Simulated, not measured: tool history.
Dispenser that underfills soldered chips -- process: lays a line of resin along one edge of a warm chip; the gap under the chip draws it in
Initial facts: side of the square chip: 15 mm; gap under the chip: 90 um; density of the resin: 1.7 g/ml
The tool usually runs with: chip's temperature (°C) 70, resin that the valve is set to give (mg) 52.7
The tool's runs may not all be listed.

run	hour	chip's temperature (°C)	resin that the valve is set to give (mg)	time until the resin shows at the far edge (s)	resin that the valve gave (mg)
1	0.0	70	52.7	188.1	51.16
2	4.2	59	52.7	408.7	51.39
# hour 4.9: new syringe of resin
3	10.1	59	52.7	299.5	51.36
# hour 15.8: new syringe of resin
4	16.2	70	52.7	128.8	50.98
5	20.8	70	68.5	172.5	66.56
# hour 26.8: new syringe of resin
6	26.9	70	56.3	124.3	54.64
7	30.0	70	52.7	152.9	51.25
8	33.9	70	52.7	196.4	51.27
9	37.1	70	52.7	235.5	51.01
# hour 37.9: new syringe of resin
10	40.1	70	52.7	140.9	50.72
11	45.0	70	52.7	190.9	50.96
# hour 48.7: new syringe of resin
12	50.9	70	52.7	144.7	50.77
13	56.2	61	53.4	304.1	51.46
# hour 59.6: new syringe of resin
14	61.2	61	53.4	211.2	51.21
15	65.0	57	65.9	310.3	63.27
16	67.5	57	65.9	366.6	63.35
# hour 70.6: new syringe of resin
17	71.0	71	52.6	122.3	50.44
18	73.6	76	59.7	111.3	57.15
19	78.9	61	63.7	309.1	60.82
# hour 81.3: new syringe of resin
20	83.4	61	63.7	208.1	60.97
# hour 87.2: dispensing valve cleaned and set on the balance
21	89.7	61	63.7	286.2	63.70
# hour 93.3: new syringe of resin
22	94.8	61	63.7	202.7	63.72
23	100.0	64	66.1	240.0	65.80
# hour 104.2: new syringe of resin
24	105.1	70	47.5	133.4	47.38

Some steps in time until the resin shows at the far edge (s) between neighbouring runs. How much of each would the tool show without its hidden state too (settings, what came in, random variation), and how much is left for the hidden state, with any gauge scatter that isn't in both results?
Unlogged tool condition in this case: resin's viscosity, % of fresh resin's; dose that the valve gives, % of what is set; true chip temperature over the reading, C; drift of the gauge itself on fill_s, %; drift of the gauge itself on given_mg, %.
Run 1 -> 2: chip's temperature (°C) 70 -> 59. time until the resin shows at the far edge (s) +220.6: hidden state +131.9, all else +88.7.
Run 16 -> 17: chip's temperature (°C) 57 -> 71, resin that the valve is set to give (mg) 65.9 -> 52.6, new syringe of resin. time until the resin shows at the far edge (s) -244.3: hidden state -130.9, all else -113.4.
